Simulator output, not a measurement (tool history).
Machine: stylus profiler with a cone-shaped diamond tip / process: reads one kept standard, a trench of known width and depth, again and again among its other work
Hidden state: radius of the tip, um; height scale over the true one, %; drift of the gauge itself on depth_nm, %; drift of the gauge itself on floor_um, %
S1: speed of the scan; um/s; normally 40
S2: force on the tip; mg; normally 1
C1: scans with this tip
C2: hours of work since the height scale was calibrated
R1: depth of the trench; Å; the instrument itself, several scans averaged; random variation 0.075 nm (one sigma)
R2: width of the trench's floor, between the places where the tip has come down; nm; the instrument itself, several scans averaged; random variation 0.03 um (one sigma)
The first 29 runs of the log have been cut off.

run,hour,S1,S2,C1,C2,R1,R2
30,2050.3,11,0.9,25411,877,2016.6,47970
# hour 2061.5: height scale calibrated on a step standard
31,2118,136,2.17,26164,44,2030.2,47600
32,2167.4,136,2.17,26719,82,2030.1,47610
33,2259.1,19,0.58,27748,153,2013,47930
34,2358.1,26,1.14,28859,230,2019.1,47900
35,2437.9,26,1.14,29754,292,2020.3,47920
36,2529.6,26,1.14,30783,363,2019.2,47910
37,2597.8,60,0.34,31549,416,2009.1,47550
38,2675.2,19,0.36,32417,477,2008.6,47880
# hour 2729.2: new tip fitted, height scale calibrated
39,2758,19,0.36,324,22,2008.4,47950
40,2824.2,78,0.81,1067,74,2015.7,47690
41,2914.6,78,0.81,2081,144,2015.9,47660
42,3016.1,23,0.48,3219,223,2011,47880
43,3076.5,29,0.99,3898,270,2018.5,47930
44,3178.6,117,1,5043,349,2017,47490
45,3252,43,0.41,5867,406,2009.9,47780
46,3344.5,33,0.62,6905,478,2011.7,47840

Here are 4 independent what-if runs from the current tool condition. What would each one return?
A,3433.7,26,0.7,7906,547,?,?
B,3433.7,11,1,7906,547,?,?
C,3433.7,24,0.82,7906,547,?,?
D,3433.7,16,1.74,7906,547,?,?

run,R1,R2
A,2013.1,47920
B,2018.3,48070
C,2015.4,47910
D,2024.2,47980
Without the tool's hidden state the same runs would have given:
run,R1,R2
A,2013.1,47930
B,2018.3,48070
C,2015.4,47910
D,2024.1,47990

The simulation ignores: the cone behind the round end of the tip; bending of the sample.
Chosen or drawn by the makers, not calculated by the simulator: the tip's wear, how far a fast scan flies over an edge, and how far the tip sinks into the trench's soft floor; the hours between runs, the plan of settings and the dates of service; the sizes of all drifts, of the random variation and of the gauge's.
